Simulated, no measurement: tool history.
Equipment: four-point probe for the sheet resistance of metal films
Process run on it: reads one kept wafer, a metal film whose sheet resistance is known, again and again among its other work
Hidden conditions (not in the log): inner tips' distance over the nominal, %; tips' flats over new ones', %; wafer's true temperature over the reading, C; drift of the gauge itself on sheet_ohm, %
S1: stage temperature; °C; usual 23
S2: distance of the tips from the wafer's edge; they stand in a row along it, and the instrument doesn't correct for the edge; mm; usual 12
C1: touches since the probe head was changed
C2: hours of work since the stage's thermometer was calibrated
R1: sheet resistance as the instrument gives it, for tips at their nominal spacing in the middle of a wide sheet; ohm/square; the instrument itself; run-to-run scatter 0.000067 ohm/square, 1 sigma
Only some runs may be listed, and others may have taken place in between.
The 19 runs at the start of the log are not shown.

run,hour,S1,S2,C1,C2,R1
20,261.6,23,12,13760,1335,0.334923
21,272.0,23,12,13915,1342,0.334983
22,283.3,26,12,14082,1350,0.334709
23,291.6,19,23,14206,1356,0.334707
24,305.6,19,23,14414,1366,0.334767
25,312.4,22,6,14514,1371,0.338841
26,325.9,33,6,14715,1380,0.337631
27,337.7,33,6,14890,1389,0.337610
28,345.9,29,6,15011,1394,0.338093
29,355.7,20,9,15156,1401,0.336520
30,371.9,34,9,15397,1413,0.334746
31,379.2,25,30,15505,1418,0.333849
32,393.2,27,42,15713,1428,0.333644
33,402.3,35,69,15848,1434,0.332484
34,414.3,27,44,16025,1443,0.333747
35,427.8,27,44,16225,1452,0.333587
36,435.7,23,59,16343,1458,0.334207
37,447.1,23,65,16512,1466,0.334078
38,457.7,28,5,16668,1474,0.340479
39,469.5,28,5,16844,1482,0.340410
40,485.7,28,5,17084,1493,0.340585
41,492.5,26,3,17184,1498,0.352395
42,502.1,27,3,17327,1505,0.352392
43,514.6,27,12,17513,1514,0.334883
44,528.3,27,12,17715,1523,0.334879

Alternative continuations, all from the tool just after run 44; predict every row:
A,537.5,29,42,17852,1530,?
B,537.5,21,59,17852,1530,?
C,537.5,18,15,17852,1530,?

run,R1
A,0.333506
B,0.334459
C,0.335718
Without the tool's hidden state the same runs would have given:
run,R1
A,0.331476
B,0.332416
C,0.333665
